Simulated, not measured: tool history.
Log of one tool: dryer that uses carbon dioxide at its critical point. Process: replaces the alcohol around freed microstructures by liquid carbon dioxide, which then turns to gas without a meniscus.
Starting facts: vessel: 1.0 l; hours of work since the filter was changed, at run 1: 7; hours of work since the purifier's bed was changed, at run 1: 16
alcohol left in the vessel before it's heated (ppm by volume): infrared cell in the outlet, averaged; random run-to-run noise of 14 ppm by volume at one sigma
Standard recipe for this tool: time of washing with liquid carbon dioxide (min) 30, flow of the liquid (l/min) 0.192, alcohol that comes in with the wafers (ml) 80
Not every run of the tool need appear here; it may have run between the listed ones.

run,hour,time of washing with liquid carbon dioxide (min),flow of the liquid (l/min),alcohol that comes in with the wafers (ml),hours of work since the filter was changed,hours of work since the purifier's bed was changed,alcohol left in the vessel before it's heated (ppm by volume)
1,0.0,30,0.192,80,7,16,896
2,24.1,30,0.192,80,16,24,912
3,38.5,30,0.192,80,20,29,961
4,62.8,30,0.192,80,29,38,980
5,74.6,30,0.192,80,33,42,1003
6,88.3,30,0.192,80,37,46,1018
7,111.9,30,0.192,80,46,54,1041
8,123.4,48,0.192,80,49,58,104
9,147.1,48,0.192,80,58,66,107
10,157.7,48,0.192,80,61,70,117
11,173.9,25,0.192,80,67,76,2225
12,197.3,29,0.192,80,75,83,1361
13,218.5,29,0.192,80,82,91,1379
14,235.5,29,0.192,80,88,97,1446
15,259.5,29,0.233,24,96,105,214
16,281.8,29,0.233,24,104,112,217
17,302.5,20,0.233,103,111,119,3613
18,314.6,28,0.152,43,115,124,2179
19,334.1,46,0.117,80,121,130,2059
20,345.0,22,0.222,80,125,134,2574
21,361.2,41,0.254,22,131,140,66
22,373.3,30,0.192,66,135,144,1235
23,388.1,42,0.192,81,140,149,351

Alternative continuations, all from the tool just after run 23; predict every row:
A,405.6,38,0.196,37,146,155,?
B,405.6,42,0.220,81,146,155,?
C,405.6,30,0.240,96,146,155,?
D,405.6,35,0.151,38,146,155,?
E,405.6,42,0.252,96,146,155,?

run,alcohol left in the vessel before it's heated (ppm by volume)
A,275
B,190
C,688
D,1105
E,113
Take away the tool's hidden state, keep each run's random variation, and the runs would have read:
run,alcohol left in the vessel before it's heated (ppm by volume)
A,104
B,58
C,308
D,628
E,23
